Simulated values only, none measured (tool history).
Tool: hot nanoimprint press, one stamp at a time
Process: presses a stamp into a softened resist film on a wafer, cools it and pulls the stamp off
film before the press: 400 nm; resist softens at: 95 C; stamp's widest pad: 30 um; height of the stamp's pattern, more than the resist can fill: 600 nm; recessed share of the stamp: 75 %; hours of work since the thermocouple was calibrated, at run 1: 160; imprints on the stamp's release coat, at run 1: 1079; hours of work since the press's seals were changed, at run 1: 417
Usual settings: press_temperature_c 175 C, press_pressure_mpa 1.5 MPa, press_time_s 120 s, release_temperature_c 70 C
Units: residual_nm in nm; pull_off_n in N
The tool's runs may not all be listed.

run   hour  press_temperature_c  press_pressure_mpa  press_time_s  release_temperature_c  hours of work since the thermocouple was calibrated  imprints on the stamp's release coat  hours of work since the press's seals were changed  residual_nm  pull_off_n
  1      0                  175                 1.5           120                     70                                                  160                                  1079                                                 417          218         145
  2   33.7                  167                 1.5           120                     70                                                  184                                  1179                                                 442        278.6         146
  3   67.7                  167                 1.5           120                     56                                                  209                                  1280                                                 466        279.1         185
  4   87.7                  175                 1.5           120                     70                                                  224                                  1339                                                 481        217.9         149
  5    121                  177                 1.5           120                     70                                                  249                                  1438                                                 506        203.7         148
  6  150.4                  175                2.11           120                     70                                                  270                                  1525                                                 527        190.2         149
     172.4  -- stamp cleaned and given a new release coat
  7  187.8                  175                 1.5           120                     72                                                  293                                    46                                                 550        217.9         146
  8    213                  175                 1.5           120                     72                                                  312                                   121                                                 569        217.3         139
     227.8  -- plate thermocouple calibrated
  9  247.4                  175                 1.5           120                     72                                                   14                                   214                                                 592        217.4         143
 10  274.2                  175                 1.5           204                     70                                                   34                                   294                                                 612        179.9         146
 11  295.6                  175                 1.5           204                     70                                                   50                                   357                                                 627        179.9         150
 12  325.3                  175                 1.5           120                     70                                                   72                                   445                                                 649        217.8         143
 13  339.8                  175                 1.5           120                     70                                                   82                                   488                                                 660        217.8         143
 14  372.9                  175                 1.5           120                     70                                                  107                                   587                                                 684        218.2         149
 15  405.8                  175                 1.5           120                     70                                                  131                                   684                                                 708        217.9         144
 16  438.6                  175                 1.5           120                     70                                                  155                                   782                                                 732        218.9         148
 17  461.9                  175                 1.5           120                     70                                                  172                                   851                                                 750        218.1         147
 18  496.7                  175                 1.5           120                     70                                                  198                                   954                                                 775        217.5         146
 19    512                  176                1.99           120                     70                                                  209                                  1000                                                 786        187.8         150
 20  541.9                  176                1.42           120                     70                                                  231                                  1089                                                 808        215.1         146
 21  557.6                  175                1.43           235                     70                                                  242                                  1135                                                 820        173.1         151
 22  572.1                  174                1.53           120                     70                                                  253                                  1178                                                 831        223.2         150
 23  605.5                  179                1.53           173                     72                                                  278                                  1278                                                 855        163.2         141
 24  640.4                  173                 1.5            63                     70                                                  303                                  1381                                                 881        279.8         149
     667.2  -- plate thermocouple calibrated
 25  673.7                  175                1.52           120                     68                                                    5                                  1471                                                 903        216.7         156
 26  690.7                  175                1.61           120                     58                                                   17                                  1522                                                 915        212.6         186
     714.3  -- stamp cleaned and given a new release coat
 27    717                  175                1.61           120                     58                                                   32                                     8                                                 930        212.3         185
 28  745.2                  182                1.16           159                     57                                                   53                                    92                                                 951          172         183
 29  760.9                  182                1.16           159                     57                                                   64                                   138                                                 963        171.7         182
 30  792.6                  169                1.29            81                     62                                                   88                                   233                                                 986        301.5         168

4 ways to go on from here, each from the tool as it stands after run 30. What would each give?
  A  828.3                  175                0.95           120                     70                                                  114                                   339                                                1012            ?           ?
  B  828.3                  175                 1.5            61                     70                                                  114                                   339                                                1012            ?           ?
  C  828.3                  175                1.64           210                     71                                                  114                                   339                                                1012            ?           ?
  D  828.3                  165                1.29            81                     62                                                  114                                   339                                                1012            ?           ?

run  residual_nm  pull_off_n
  A        255.9         148
  B        267.9         149
  C        170.4         138
  D        327.3         166
Without the tool's hidden state the same runs would have given:
run  residual_nm  pull_off_n
  A        255.9         148
  B        267.9         149
  C        170.4         138
  D        327.2         166
